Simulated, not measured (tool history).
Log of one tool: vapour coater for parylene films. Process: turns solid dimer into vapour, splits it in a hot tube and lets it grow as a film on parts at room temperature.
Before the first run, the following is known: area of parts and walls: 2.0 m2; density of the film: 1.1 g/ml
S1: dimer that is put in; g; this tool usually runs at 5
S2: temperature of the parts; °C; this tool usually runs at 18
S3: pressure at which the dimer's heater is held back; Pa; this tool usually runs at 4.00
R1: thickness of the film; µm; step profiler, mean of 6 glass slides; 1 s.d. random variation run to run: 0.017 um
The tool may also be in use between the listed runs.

Run 1, day 0.000: usual settings. Result: R1 1.65 µm.
Run 2, day 0.846: usual settings. Result: R1 1.64 µm.
Run 3, day 2.067: usual settings. Result: R1 1.63 µm.
Run 4, day 3.358: usual settings. Result: R1 1.59 µm.
Run 5, day 4.100: usual settings but S2 20 °C. Result: R1 1.43 µm.
At day 4.667: trap's valve overhauled.
Run 6, day 5.083: usual settings but S2 20 °C. Result: R1 1.65 µm.
Run 7, day 6.629: usual settings but S2 20 °C. Result: R1 1.65 µm.
Run 8, day 7.412: usual settings. Result: R1 1.83 µm.
Run 9, day 8.129: usual settings but S1 3 g. Result: R1 1.09 µm.
Run 10, day 9.458: usual settings but S2 24 °C. Result: R1 1.37 µm.
Run 11, day 10.762: usual settings but S2 24 °C. Result: R1 1.34 µm.
Run 12, day 11.929: usual settings but S2 14 °C. Result: R1 2.17 µm.
Run 13, day 12.771: usual settings but S3 4.60 Pa. Result: R1 1.71 µm.
Run 14, day 13.712: usual settings. Result: R1 1.73 µm.
Run 15, day 15.388: usual settings. Result: R1 1.77 µm.
Run 16, day 16.358: usual settings but S2 21 °C. Result: R1 1.53 µm.
Run 17, day 17.583: usual settings but S2 21 °C. Result: R1 1.50 µm.
Run 18, day 18.562: usual settings. Result: R1 1.71 µm.
Run 19, day 19.346: usual settings. Result: R1 1.69 µm.
Run 20, day 20.229: usual settings. Result: R1 1.73 µm.
Run 21, day 21.417: usual settings but S3 5.62 Pa. Result: R1 1.56 µm.
Run 22, day 22.929: usual settings but S3 5.62 Pa. Result: R1 1.57 µm.
Run 23, day 24.046: usual settings but S3 5.62 Pa. Result: R1 1.54 µm.
Run 24, day 25.088: usual settings but S1 8 g, S2 19 °C, S3 5.62 Pa. Result: R1 2.36 µm.
Run 25, day 26.108: usual settings but S2 16 °C. Result: R1 1.82 µm.
Run 26, day 27.150: usual settings but S2 16 °C. Result: R1 1.84 µm.
Run 27, day 28.025: usual settings. Result: R1 1.65 µm.
Run 28, day 29.550: usual settings but S2 25 °C. Result: R1 1.15 µm.
Run 29, day 31.067: usual settings but S2 25 °C. Result: R1 1.15 µm.
Run 30, day 32.242: usual settings but S2 25 °C. Result: R1 1.16 µm.
Run 31, day 33.046: usual settings but S2 27 °C, S3 3.92 Pa. Result: R1 1.06 µm.
Run 32, day 34.404: usual settings but S1 2 g. Result: R1 0.64 µm.
Run 33, day 35.842: usual settings but S1 2 g. Result: R1 0.63 µm.
Run 34, day 37.400: usual settings but S1 2 g. Result: R1 0.63 µm.
Run 35, day 38.812: usual settings but S1 3 g, S2 14 °C, S3 2.14 Pa. Result: R1 1.17 µm.
Run 36, day 40.308: usual settings but S1 3 g, S2 14 °C, S3 2.14 Pa. Result: R1 1.17 µm.
Run 37, day 41.267: usual settings. Result: R1 1.59 µm.
Run 38, day 42.058: usual settings but S2 29 °C, S3 3.88 Pa. Result: R1 0.95 µm.
At day 42.983: trap's valve overhauled.
Run 39, day 43.558: usual settings but S2 29 °C, S3 3.88 Pa. Result: R1 1.04 µm.
Run 40, day 44.621: usual settings but S2 29 °C, S3 3.88 Pa. Result: R1 1.03 µm.
Run 41, day 45.583: usual settings but S2 13 °C, S3 2.12 Pa. Result: R1 2.21 µm.

5 ways to go on from here, each from the tool as it stands after run 41. What would each give?
Run A, day 46.625: usual settings but S1 3 g, S2 15 °C, S3 6.09 Pa. Result: R1 ?.
Run B, day 46.625: usual settings but S2 14 °C. Result: R1 ?.
Run C, day 46.625: usual settings but S1 3 g, S2 15 °C, S3 4.06 Pa. Result: R1 ?.
Run D, day 46.625: usual settings but S1 3 g, S2 17 °C, S3 2.12 Pa. Result: R1 ?.
Run E, day 46.625: usual settings but S1 3 g, S2 14 °C, S3 2.09 Pa. Result: R1 ?.

run    R1
  A  1.11
  B  2.12
  C  1.19
  D  1.27
  E  1.33
Without the tool's hidden state the same runs would have given:
run    R1
  A  1.19
  B  2.23
  C  1.27
  D  1.33
  E  1.35
